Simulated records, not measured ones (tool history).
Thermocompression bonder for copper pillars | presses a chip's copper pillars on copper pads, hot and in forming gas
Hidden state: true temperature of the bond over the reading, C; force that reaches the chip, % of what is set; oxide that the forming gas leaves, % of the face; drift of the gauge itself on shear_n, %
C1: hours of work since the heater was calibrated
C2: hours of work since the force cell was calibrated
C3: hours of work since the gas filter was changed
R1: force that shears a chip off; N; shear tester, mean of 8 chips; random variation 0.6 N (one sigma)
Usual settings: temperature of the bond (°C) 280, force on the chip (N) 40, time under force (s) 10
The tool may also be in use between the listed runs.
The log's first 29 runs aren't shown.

run 30 hour=272.8 | temperature_of_the_bond_(°C)=283 force_on_the_chip_(N)=30 time_under_force_(s)=27 | C1=298 C2=54 C3=351 | R1=36.8
run 31 hour=285.5 | temperature_of_the_bond_(°C)=280 force_on_the_chip_(N)=33 time_under_force_(s)=23 | C1=305 C2=60 C3=358 | R1=36.3
run 32 hour=296.5 | temperature_of_the_bond_(°C)=280 force_on_the_chip_(N)=53 time_under_force_(s)=7 | C1=310 C2=65 C3=363 | R1=30.6
run 33 hour=306.2 | temperature_of_the_bond_(°C)=280 force_on_the_chip_(N)=53 time_under_force_(s)=7 | C1=315 C2=70 C3=368 | R1=31.2
run 34 hour=313.8 | temperature_of_the_bond_(°C)=274 force_on_the_chip_(N)=42 time_under_force_(s)=30 | C1=318 C2=73 C3=371 | R1=43.6
run 35 hour=325.1 | temperature_of_the_bond_(°C)=291 force_on_the_chip_(N)=42 time_under_force_(s)=30 | C1=324 C2=79 C3=377 | R1=48.5
run 36 hour=337.1 | temperature_of_the_bond_(°C)=291 force_on_the_chip_(N)=42 time_under_force_(s)=30 | C1=330 C2=85 C3=383 | R1=48.6
run 37 hour=345.5 | temperature_of_the_bond_(°C)=268 force_on_the_chip_(N)=31 time_under_force_(s)=10 | C1=334 C2=89 C3=387 | R1=22.8

Run 38 comes next. What will it give?
run 38 hour=355.7 | temperature_of_the_bond_(°C)=297 force_on_the_chip_(N)=25 time_under_force_(s)=5 | C1=339 C2=94 C3=392 | R1=?

R1: 18.4 N
Without the tool's hidden state the same run would have given R1 20.8 N.

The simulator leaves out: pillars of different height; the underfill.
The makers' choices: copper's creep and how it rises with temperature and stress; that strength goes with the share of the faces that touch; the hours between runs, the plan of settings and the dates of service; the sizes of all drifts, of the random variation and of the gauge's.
